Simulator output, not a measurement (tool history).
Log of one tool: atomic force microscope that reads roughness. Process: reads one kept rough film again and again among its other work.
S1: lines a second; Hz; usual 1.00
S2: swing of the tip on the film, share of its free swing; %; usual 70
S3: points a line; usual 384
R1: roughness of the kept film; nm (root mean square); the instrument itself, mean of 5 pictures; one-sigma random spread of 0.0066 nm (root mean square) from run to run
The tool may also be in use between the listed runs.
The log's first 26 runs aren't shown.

{"run": 27, "hour": 1186.5, "S1": 1.0, "S2": 70, "S3": 384, "R1": 1.262}
{"hour": 1197.8, "done": "new tip fitted"}
{"run": 28, "hour": 1248.0, "S1": 1.0, "S2": 70, "S3": 384, "R1": 1.286}
{"run": 29, "hour": 1296.8, "S1": 0.51, "S2": 86, "S3": 596, "R1": 1.267}
{"run": 30, "hour": 1355.9, "S1": 0.51, "S2": 86, "S3": 596, "R1": 1.259}
{"hour": 1361.9, "done": "height scale calibrated on a step standard"}
{"run": 31, "hour": 1399.2, "S1": 0.51, "S2": 86, "S3": 596, "R1": 1.252}
{"run": 32, "hour": 1428.6, "S1": 2.92, "S2": 61, "S3": 747, "R1": 1.219}
{"hour": 1444.7, "done": "new tip fitted"}
{"run": 33, "hour": 1465.6, "S1": 0.57, "S2": 70, "S3": 502, "R1": 1.312}
{"run": 34, "hour": 1495.9, "S1": 0.57, "S2": 70, "S3": 502, "R1": 1.311}
{"run": 35, "hour": 1556.5, "S1": 3.52, "S2": 69, "S3": 384, "R1": 1.156}
{"run": 36, "hour": 1604.3, "S1": 1.0, "S2": 65, "S3": 436, "R1": 1.291}
{"run": 37, "hour": 1658.8, "S1": 3.25, "S2": 70, "S3": 298, "R1": 1.131}
{"hour": 1687.9, "done": "new tip fitted"}
{"run": 38, "hour": 1710.0, "S1": 1.27, "S2": 70, "S3": 384, "R1": 1.266}
{"hour": 1758.8, "done": "height scale calibrated on a step standard, once more"}
{"run": 39, "hour": 1760.2, "S1": 3.4, "S2": 70, "S3": 384, "R1": 1.144}
{"run": 40, "hour": 1788.8, "S1": 2.7, "S2": 59, "S3": 550, "R1": 1.271}
{"run": 41, "hour": 1833.0, "S1": 2.7, "S2": 59, "S3": 550, "R1": 1.265}
{"run": 42, "hour": 1870.7, "S1": 1.34, "S2": 77, "S3": 846, "R1": 1.205}

Run 43 is up next; what results do you expect?
{"run": 43, "hour": 1915.1, "S1": 3.94, "S2": 65, "S3": 292, "R1": "?"}

{"run 43": {"R1": 1.157}}
Take away the tool's hidden state, keep the run-to-run variation as it was, and the same run would have given R1 1.187 nm (root mean square).
